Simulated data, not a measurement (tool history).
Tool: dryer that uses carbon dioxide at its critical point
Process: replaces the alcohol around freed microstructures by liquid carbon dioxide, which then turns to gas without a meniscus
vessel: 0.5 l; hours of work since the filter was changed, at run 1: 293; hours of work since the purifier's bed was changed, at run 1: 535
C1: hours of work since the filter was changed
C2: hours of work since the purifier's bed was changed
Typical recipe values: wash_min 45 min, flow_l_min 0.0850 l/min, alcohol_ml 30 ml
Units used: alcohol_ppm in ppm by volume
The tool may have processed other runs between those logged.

run 1 hour=0.0 | wash_min=45 flow_l_min=0.0850 alcohol_ml=30 | C1=293 C2=535 | alcohol_ppm=502
run 2 hour=29.7 | wash_min=45 flow_l_min=0.0850 alcohol_ml=30 | C1=312 C2=555 | alcohol_ppm=520
run 3 hour=66.1 | wash_min=45 flow_l_min=0.0850 alcohol_ml=30 | C1=335 C2=578 | alcohol_ppm=548
-- hour=71.8 inlet filter changed
run 4 hour=87.8 | wash_min=45 flow_l_min=0.0850 alcohol_ml=30 | C1=10 C2=591 | alcohol_ppm=368
run 5 hour=115.9 | wash_min=45 flow_l_min=0.0850 alcohol_ml=30 | C1=28 C2=610 | alcohol_ppm=382
run 6 hour=149.9 | wash_min=45 flow_l_min=0.0850 alcohol_ml=30 | C1=50 C2=632 | alcohol_ppm=404
run 7 hour=175.0 | wash_min=45 flow_l_min=0.0850 alcohol_ml=30 | C1=67 C2=648 | alcohol_ppm=417
run 8 hour=196.4 | wash_min=45 flow_l_min=0.0850 alcohol_ml=30 | C1=80 C2=662 | alcohol_ppm=426
run 9 hour=226.2 | wash_min=45 flow_l_min=0.0850 alcohol_ml=30 | C1=100 C2=681 | alcohol_ppm=428
run 10 hour=246.2 | wash_min=45 flow_l_min=0.0850 alcohol_ml=24 | C1=113 C2=694 | alcohol_ppm=416
run 11 hour=271.1 | wash_min=45 flow_l_min=0.0850 alcohol_ml=24 | C1=129 C2=710 | alcohol_ppm=422
run 12 hour=288.7 | wash_min=45 flow_l_min=0.0850 alcohol_ml=24 | C1=140 C2=721 | alcohol_ppm=438
run 13 hour=324.7 | wash_min=44 flow_l_min=0.0850 alcohol_ml=24 | C1=163 C2=744 | alcohol_ppm=486
run 14 hour=349.3 | wash_min=71 flow_l_min=0.0850 alcohol_ml=27 | C1=179 C2=760 | alcohol_ppm=291
-- hour=376.3 purifier's bed changed
run 15 hour=379.8 | wash_min=32 flow_l_min=0.0840 alcohol_ml=98 | C1=197 C2=2 | alcohol_ppm=4069
run 16 hour=410.8 | wash_min=58 flow_l_min=0.0826 alcohol_ml=30 | C1=217 C2=22 | alcohol_ppm=88
run 17 hour=441.4 | wash_min=58 flow_l_min=0.0561 alcohol_ml=47 | C1=237 C2=42 | alcohol_ppm=1109
run 18 hour=469.8 | wash_min=58 flow_l_min=0.0561 alcohol_ml=47 | C1=255 C2=60 | alcohol_ppm=1159
run 19 hour=506.6 | wash_min=66 flow_l_min=0.1112 alcohol_ml=82 | C1=279 C2=84 | alcohol_ppm=40
run 20 hour=533.2 | wash_min=66 flow_l_min=0.0943 alcohol_ml=23 | C1=296 C2=101 | alcohol_ppm=53
run 21 hour=554.2 | wash_min=66 flow_l_min=0.0943 alcohol_ml=23 | C1=310 C2=115 | alcohol_ppm=61
run 22 hour=572.8 | wash_min=31 flow_l_min=0.1443 alcohol_ml=59 | C1=322 C2=127 | alcohol_ppm=272
run 23 hour=591.5 | wash_min=61 flow_l_min=0.1289 alcohol_ml=72 | C1=334 C2=139 | alcohol_ppm=59
-- hour=599.6 inlet filter changed
run 24 hour=615.1 | wash_min=62 flow_l_min=0.0836 alcohol_ml=99 | C1=10 C2=154 | alcohol_ppm=119
run 25 hour=631.1 | wash_min=62 flow_l_min=0.0836 alcohol_ml=99 | C1=20 C2=164 | alcohol_ppm=130

Hidden state or all else? Some run-to-run changes of alcohol_ppm, split into what the settings, what came in and random variation would give without the hidden state, and what is left for the hidden state (with any gauge scatter that isn't in both results):
Hidden state at play: flow that reaches the vessel past the clogged filter, %; alcohol in the recycled carbon dioxide, ppm; drift of the gauge itself on alcohol_ppm, %.
Run 14 -> 15: wash_min 71 -> 32, flow_l_min 0.0850 -> 0.0840, alcohol_ml 27 -> 98, purifier's bed changed. alcohol_ppm +3778 ppm by volume: hidden state +963, all else +2815.
Run 15 -> 16: wash_min 32 -> 58, flow_l_min 0.0840 -> 0.0826, alcohol_ml 98 -> 30. alcohol_ppm -3981 ppm by volume: hidden state -1208, all else -2773.

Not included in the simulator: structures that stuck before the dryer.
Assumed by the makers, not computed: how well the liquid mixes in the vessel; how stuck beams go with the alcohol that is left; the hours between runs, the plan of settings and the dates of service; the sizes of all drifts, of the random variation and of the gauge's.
